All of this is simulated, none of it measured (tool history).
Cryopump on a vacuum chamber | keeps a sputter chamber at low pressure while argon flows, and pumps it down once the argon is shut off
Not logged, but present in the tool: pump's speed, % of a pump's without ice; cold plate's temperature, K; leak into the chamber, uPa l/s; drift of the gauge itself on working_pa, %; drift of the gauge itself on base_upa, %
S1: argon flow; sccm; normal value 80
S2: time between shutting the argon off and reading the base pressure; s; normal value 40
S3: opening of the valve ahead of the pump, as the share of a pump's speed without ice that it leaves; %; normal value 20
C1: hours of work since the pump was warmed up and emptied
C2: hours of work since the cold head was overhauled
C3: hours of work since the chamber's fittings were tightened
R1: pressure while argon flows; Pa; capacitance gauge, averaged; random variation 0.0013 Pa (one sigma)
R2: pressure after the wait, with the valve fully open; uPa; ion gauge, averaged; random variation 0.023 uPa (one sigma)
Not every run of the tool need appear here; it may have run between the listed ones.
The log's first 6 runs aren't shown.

run 7 day=15.521 | S1=80 S2=40 S3=20 | C1=1046 C2=1046 C3=2125 | R1=0.3152 R2=1.68
run 8 day=17.488 | S1=80 S2=40 S3=20 | C1=1069 C2=1069 C3=2149 | R1=0.3138 R2=1.71
run 9 day=19.871 | S1=80 S2=40 S3=20 | C1=1097 C2=1097 C3=2177 | R1=0.315 R2=1.72
run 10 day=22.567 | S1=80 S2=40 S3=25 | C1=1129 C2=1129 C3=2209 | R1=0.2573 R2=1.77
run 11 day=25.017 | S1=80 S2=40 S3=25 | C1=1158 C2=1158 C3=2238 | R1=0.2573 R2=1.77
run 12 day=26.85 | S1=80 S2=40 S3=20 | C1=1180 C2=1180 C3=2259 | R1=0.3172 R2=1.78
-- day=28.692 pump warmed up, emptied and cooled again
run 13 day=28.892 | S1=80 S2=40 S3=20 | C1=2 C2=1201 C3=2281 | R1=0.2932 R2=1.46
run 14 day=30.721 | S1=80 S2=40 S3=20 | C1=24 C2=1223 C3=2303 | R1=0.2946 R2=1.39
run 15 day=33.396 | S1=80 S2=40 S3=20 | C1=56 C2=1254 C3=2334 | R1=0.2951 R2=1.51
run 16 day=36.883 | S1=80 S2=44 S3=20 | C1=97 C2=1296 C3=2375 | R1=0.295 R2=1.46
run 17 day=39.346 | S1=80 S2=44 S3=20 | C1=126 C2=1325 C3=2404 | R1=0.2924 R2=1.45
run 18 day=41.25 | S1=80 S2=44 S3=20 | C1=148 C2=1347 C3=2427 | R1=0.2955 R2=1.48
run 19 day=43.192 | S1=36 S2=24 S3=20 | C1=171 C2=1370 C3=2450 | R1=0.1335 R2=1.99
run 20 day=44.871 | S1=36 S2=24 S3=20 | C1=191 C2=1390 C3=2470 | R1=0.1335 R2=1.96
run 21 day=47.758 | S1=80 S2=76 S3=23 | C1=225 C2=1424 C3=2504 | R1=0.2593 R2=1.31
run 22 day=49.925 | S1=80 S2=76 S3=23 | C1=251 C2=1450 C3=2529 | R1=0.2606 R2=1.3
run 23 day=53.171 | S1=69 S2=279 S3=58 | C1=289 C2=1488 C3=2568 | R1=0.092 R2=1.12

Run 24, settings as shown, results not yet in. Your forecast:
run 24 day=56.758 | S1=44 S2=245 S3=20 | C1=331 C2=1530 C3=2610 | R1=? R2=?

{"run 24": {"R1": 0.1662, "R2": 1.19}}
If the tool had no hidden condition, the same run with the same run-to-run variation would have returned R1 0.1624 Pa, R2 0.28 uPa.

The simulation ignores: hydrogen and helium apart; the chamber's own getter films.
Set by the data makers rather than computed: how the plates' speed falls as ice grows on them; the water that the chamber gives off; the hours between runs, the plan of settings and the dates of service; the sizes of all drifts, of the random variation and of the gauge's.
